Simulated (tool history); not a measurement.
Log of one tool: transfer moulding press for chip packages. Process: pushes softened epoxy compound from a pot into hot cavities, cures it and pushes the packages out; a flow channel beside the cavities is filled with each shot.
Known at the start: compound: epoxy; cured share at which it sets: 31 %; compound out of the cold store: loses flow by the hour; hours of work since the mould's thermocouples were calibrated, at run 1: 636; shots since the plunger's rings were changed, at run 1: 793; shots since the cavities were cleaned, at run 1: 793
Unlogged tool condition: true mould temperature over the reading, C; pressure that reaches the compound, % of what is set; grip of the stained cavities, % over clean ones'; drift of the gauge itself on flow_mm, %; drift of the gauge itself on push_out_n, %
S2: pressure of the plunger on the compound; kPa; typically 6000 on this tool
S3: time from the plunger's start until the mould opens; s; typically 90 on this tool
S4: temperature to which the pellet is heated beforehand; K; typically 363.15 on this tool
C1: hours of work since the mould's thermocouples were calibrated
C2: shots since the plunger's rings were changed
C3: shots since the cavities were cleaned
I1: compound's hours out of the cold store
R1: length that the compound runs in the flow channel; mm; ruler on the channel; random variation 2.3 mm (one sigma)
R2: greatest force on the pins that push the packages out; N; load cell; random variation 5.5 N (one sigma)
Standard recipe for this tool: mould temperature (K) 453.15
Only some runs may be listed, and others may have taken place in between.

Run 1, hour 0.0: usual settings; C1 636; C2 793; C3 793; I1 42.2. Result: R1 468 mm, R2 327 N.
Run 2, hour 19.6: usual settings; C1 648; C2 1037; C3 1037; I1 26.2. Result: R1 504 mm, R2 344 N.
At hour 33.8: cavities cleaned with cleaning compound and waxed.
Run 3, hour 67.2: usual settings; C1 677; C2 1611; C3 416; I1 46.6. Result: R1 449 mm, R2 304 N.
Run 4, hour 98.1: usual settings; C1 696; C2 1995; C3 800; I1 24.8. Result: R1 501 mm, R2 341 N.
Run 5, hour 120.2: usual settings but S4 356.15 K; C1 710; C2 2270; C3 1075; I1 14.7. Result: R1 531 mm, R2 355 N.
At hour 130.6: cavities cleaned with cleaning compound and waxed.
At hour 152.1: plunger's sealing rings changed.
Run 6, hour 153.1: usual settings but S2 4690 kPa; C1 727; C2 12; C3 249; I1 20.0. Result: R1 469 mm, R2 301 N.
At hour 167.7: mould's thermocouples calibrated.
Run 7, hour 191.9: usual settings but S2 4690 kPa; C1 15; C2 471; C3 708; I1 21.6. Result: R1 465 mm, R2 349 N.
Run 8, hour 213.2: usual settings but mould temperature (K) 455.15; C1 28; C2 735; C3 972; I1 23.2. Result: R1 512 mm, R2 331 N.
At hour 232.3: cavities cleaned with cleaning compound and waxed.
Run 9, hour 254.0: usual settings but mould temperature (K) 455.15; C1 53; C2 1224; C3 269; I1 8.4. Result: R1 557 mm, R2 281 N.
Run 10, hour 279.9: usual settings but mould temperature (K) 455.15; C1 69; C2 1547; C3 592; I1 20.1. Result: R1 515 mm, R2 321 N.
Run 11, hour 305.6: usual settings; C1 85; C2 1866; C3 911; I1 37.8. Result: R1 470 mm, R2 359 N.
At hour 328.8: cavities cleaned with cleaning compound and waxed.
At hour 334.9: mould's thermocouples calibrated, once more.
Run 12, hour 354.8: usual settings; C1 12; C2 2435; C3 298; I1 15.3. Result: R1 522 mm, R2 277 N.
At hour 372.3: plunger's sealing rings changed.
Run 13, hour 379.0: usual settings; C1 26; C2 83; C3 568; I1 38.2. Result: R1 476 mm, R2 294 N.
Run 14, hour 412.1: usual settings; C1 46; C2 496; C3 981; I1 13.0. Result: R1 541 mm, R2 327 N.
At hour 430.7: cavities cleaned with cleaning compound and waxed.
Run 15, hour 459.4: usual settings; C1 75; C2 1065; C3 358; I1 11.2. Result: R1 543 mm, R2 286 N.
Run 16, hour 506.4: usual settings but mould temperature (K) 448.15, S2 5090 kPa; C1 104; C2 1650; C3 943; I1 30.6. Result: R1 454 mm, R2 392 N.
At hour 528.2: cavities cleaned with cleaning compound and waxed.
Run 17, hour 531.5: usual settings but mould temperature (K) 447.15, S3 73 s; C1 118; C2 1943; C3 41; I1 47.4. Result: R1 447 mm, R2 368 N.
Run 18, hour 554.6: usual settings but mould temperature (K) 454.15, S3 96 s; C1 133; C2 2231; C3 329; I1 24.3. Result: R1 492 mm, R2 273 N.
Run 19, hour 579.5: usual settings but mould temperature (K) 460.15, S2 4830 kPa, S3 127 s, S4 355.15 K; C1 148; C2 2541; C3 639; I1 8.4. Result: R1 475 mm, R2 268 N.
At hour 585.6: plunger's sealing rings changed.
At hour 628.9: cavities cleaned with cleaning compound and waxed.
Run 20, hour 630.4: usual settings but mould temperature (K) 457.15, S3 128 s, S4 364.15 K; C1 177; C2 539; C3 19; I1 15.5. Result: R1 525 mm, R2 176 N.
Run 21, hour 677.4: usual settings but mould temperature (K) 458.15, S2 5300 kPa, S3 128 s, S4 364.15 K; C1 206; C2 1123; C3 603; I1 9.8. Result: R1 504 mm, R2 260 N.
Run 22, hour 718.7: usual settings but mould temperature (K) 454.15, S3 113 s; C1 232; C2 1637; C3 1117; I1 23.8. Result: R1 498 mm, R2 279 N.
At hour 725.7: cavities cleaned with cleaning compound and waxed.
Run 23, hour 742.5: usual settings but mould temperature (K) 454.15, S3 113 s; C1 246; C2 1915; C3 209; I1 28.8. Result: R1 485 mm, R2 217 N.
Run 24, hour 781.9: usual settings but S3 85 s, S4 372.15 K; C1 270; C2 2405; C3 699; I1 42.8. Result: R1 449 mm, R2 318 N.
At hour 800.6: plunger's sealing rings changed.
At hour 825.4: cavities cleaned with cleaning compound and waxed.
Run 25, hour 825.4: usual settings but S3 85 s, S4 372.15 K; C1 295; C2 290; C3 0; I1 32.2. Result: R1 491 mm, R2 201 N.
Run 26, hour 862.6: usual settings but S3 87 s, S4 353.15 K; C1 318; C2 753; C3 463; I1 24.4. Result: R1 511 mm, R2 328 N.
Run 27, hour 890.1: usual settings but S3 87 s, S4 353.15 K; C1 335; C2 1095; C3 805; I1 18.9. Result: R1 522 mm, R2 348 N.

For run 28, what comes out?
Run 28, hour 909.9: usual settings but mould temperature (K) 457.15, S2 5290 kPa, S3 123 s, S4 358.15 K; C1 347; C2 1341; C3 1051; I1 26.0. Result: R1 ?, R2 ?.

{"run 28": {"R1": 462, "R2": 280}}
Were there no unlogged condition in the tool, this run, its random variation unchanged, would have produced R1 471 mm, R2 159 N.
